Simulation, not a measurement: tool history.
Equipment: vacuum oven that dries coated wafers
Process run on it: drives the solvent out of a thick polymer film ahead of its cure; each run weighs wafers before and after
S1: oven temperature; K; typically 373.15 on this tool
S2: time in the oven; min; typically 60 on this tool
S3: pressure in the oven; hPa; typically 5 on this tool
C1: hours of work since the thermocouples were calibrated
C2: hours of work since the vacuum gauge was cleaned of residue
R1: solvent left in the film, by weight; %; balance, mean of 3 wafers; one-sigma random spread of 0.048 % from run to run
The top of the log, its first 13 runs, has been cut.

Run 14, hour 195.4: usual settings but S2 31 min; C1 105; C2 256. Result: R1 4.93 %.
Run 15, hour 205.2: usual settings but S2 31 min; C1 110; C2 261. Result: R1 5.08 %.
Run 16, hour 226.7: usual settings but S2 31 min, S3 19.91 hPa; C1 120; C2 271. Result: R1 5.65 %.
Run 17, hour 246.2: usual settings but S2 31 min, S3 19.91 hPa; C1 129; C2 280. Result: R1 5.57 %.
Run 18, hour 263.9: usual settings but S2 31 min, S3 19.91 hPa; C1 137; C2 288. Result: R1 5.68 %.
Run 19, hour 275.3: usual settings but S2 31 min, S3 19.91 hPa; C1 142; C2 293. Result: R1 5.6 %.
Run 20, hour 294.1: usual settings but S2 77 min; C1 150; C2 301. Result: R1 1.76 %.
Run 21, hour 308.8: usual settings but S2 77 min; C1 157; C2 308. Result: R1 1.61 %.
Run 22, hour 325.8: usual settings but S2 77 min, S3 3.49 hPa; C1 165; C2 316. Result: R1 1.65 %.
Run 23, hour 339.8: usual settings but S2 77 min, S3 3.49 hPa; C1 171; C2 322. Result: R1 1.63 %.
Run 24, hour 351.9: usual settings but S2 77 min, S3 3.49 hPa; C1 177; C2 328. Result: R1 1.66 %.
Run 25, hour 361.4: usual settings but S1 387.15 K, S2 77 min, S3 3.49 hPa; C1 181; C2 332. Result: R1 0.31 %.
Run 26, hour 373: usual settings but S1 386.15 K, S2 41 min, S3 15.19 hPa; C1 186; C2 337. Result: R1 1.63 %.
Run 27, hour 391.6: usual settings but S1 364.15 K, S2 82 min, S3 8.32 hPa; C1 195; C2 346. Result: R1 3.84 %.
Run 28, hour 400.4: usual settings but S1 364.15 K, S2 82 min, S3 2.9 hPa; C1 199; C2 350. Result: R1 3.28 %.
Run 29, hour 420.3: usual settings but S1 384.15 K, S3 8.85 hPa; C1 208; C2 359. Result: R1 0.94 %.
Run 30, hour 436.2: usual settings but S1 375.15 K, S2 81 min; C1 215; C2 366. Result: R1 1.2 %.

Predict the results of run 31:
Run 31, hour 448.6: usual settings but S1 383.15 K, S2 92 min, S3 4.42 hPa; C1 221; C2 372. Result: R1 ?.

Run 31 came out at R1 0.41 %.
If the tool had no hidden condition, the same run with the same run-to-run variation would have returned R1 0.4 %.
